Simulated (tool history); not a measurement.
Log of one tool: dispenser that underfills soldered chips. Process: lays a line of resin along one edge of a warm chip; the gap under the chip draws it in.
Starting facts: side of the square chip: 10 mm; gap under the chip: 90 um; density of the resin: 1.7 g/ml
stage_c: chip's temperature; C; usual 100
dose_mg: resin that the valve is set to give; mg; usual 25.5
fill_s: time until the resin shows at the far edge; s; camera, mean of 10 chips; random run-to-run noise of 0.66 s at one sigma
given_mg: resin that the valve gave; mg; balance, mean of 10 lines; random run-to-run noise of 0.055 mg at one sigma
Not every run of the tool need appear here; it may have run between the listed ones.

| run | day | stage_c | dose_mg | fill_s | given_mg |
|---|---|---|---|---|---|
| 1 | 0 | 100 | 25.5 | 61.7 | 25.26 |
| 2 | 0.083 | 100 | 25.5 | 65.8 | 25.19 |
| 3 | 0.258 | 100 | 25.5 | 74.1 | 25.14 |
| 4 | 0.379 | 100 | 24.9 | 79.4 | 24.59 |
| 5 | 0.512 | 100 | 29.5 | 87.4 | 29.07 |
| 6 | 0.633 | 92 | 25.5 | 140.6 | 25.11 |
|  | 0.675 | new syringe of resin |
| 7 | 0.796 | 92 | 25.5 | 92.6 | 25.06 |
| 8 | 0.904 | 92 | 25.5 | 101.9 | 25.12 |
| 9 | 1.025 | 92 | 25.5 | 109.9 | 25.06 |
| 10 | 1.146 | 100 | 32.9 | 81.8 | 32.14 |
| 11 | 1.321 | 100 | 32.9 | 91.1 | 32.29 |
|  | 1.396 | new syringe of resin |
| 12 | 1.475 | 100 | 32.9 | 61.3 | 32.32 |
| 13 | 1.6 | 100 | 32.9 | 66 | 32.16 |
| 14 | 1.779 | 100 | 32.9 | 75.6 | 32.06 |
| 15 | 1.908 | 88 | 25.5 | 150.1 | 24.79 |
| 16 | 2.012 | 87 | 25.5 | 170.3 | 24.83 |
|  | 2.117 | new syringe of resin |
| 17 | 2.125 | 101 | 25.5 | 56.6 | 24.77 |
| 18 | 2.242 | 109 | 25.5 | 42.2 | 24.91 |
| 19 | 2.371 | 109 | 25.5 | 46.1 | 24.72 |
| 20 | 2.504 | 109 | 25.5 | 50.8 | 24.81 |
| 21 | 2.667 | 91 | 29.2 | 132.8 | 28.48 |
| 22 | 2.767 | 91 | 29.2 | 141.3 | 28.43 |
|  | 2.838 | new syringe of resin |
| 23 | 2.971 | 88 | 32.7 | 112.5 | 31.7 |
| 24 | 3.108 | 88 | 32.7 | 124 | 31.67 |
| 25 | 3.242 | 85 | 25.6 | 165 | 24.86 |
| 26 | 3.333 | 85 | 25.6 | 167.7 | 24.73 |
| 27 | 3.458 | 85 | 25.6 | 187.8 | 24.69 |
|  | 3.55 | new syringe of resin |
| 28 | 3.625 | 100 | 29 | 61.3 | 27.97 |
| 29 | 3.821 | 105 | 25.5 | 56 | 24.66 |
| 30 | 4.012 | 105 | 25.5 | 65.1 | 24.47 |
|  | 4.104 | dispensing valve cleaned and set on the balance |
| 31 | 4.196 | 98 | 25.5 | 97.6 | 25.43 |
|  | 4.312 | new syringe of resin |
| 32 | 4.392 | 98 | 25.5 | 68.2 | 25.34 |
| 33 | 4.538 | 110 | 23.4 | 43.6 | 23.2 |
| 34 | 4.65 | 110 | 32.8 | 47.8 | 32.65 |
| 35 | 4.779 | 110 | 22.4 | 52.6 | 22.24 |
| 36 | 4.879 | 110 | 22.4 | 56.4 | 22.24 |

3 options for the next run, each taken on its own from the tool as it stands now. Forecast them:
|  | 5.029 | new syringe of resin |
| A | 5.079 | 114 | 26.3 | ? | ? |
|  | 5.029 | new syringe of resin |
| B | 5.079 | 110 | 24.6 | ? | ? |
|  | 5.029 | new syringe of resin |
| C | 5.079 | 106 | 22.8 | ? | ? |

| run | fill_s | given_mg |
|---|---|---|
| A | 32.8 | 26.06 |
| B | 40.3 | 24.36 |
| C | 46.5 | 22.55 |
The same runs, with their run-to-run variation unchanged, on a tool lacking any hidden condition would have given:
| run | fill_s | given_mg |
|---|---|---|
| A | 31.5 | 26.33 |
| B | 38.7 | 24.62 |
| C | 44.6 | 22.78 |

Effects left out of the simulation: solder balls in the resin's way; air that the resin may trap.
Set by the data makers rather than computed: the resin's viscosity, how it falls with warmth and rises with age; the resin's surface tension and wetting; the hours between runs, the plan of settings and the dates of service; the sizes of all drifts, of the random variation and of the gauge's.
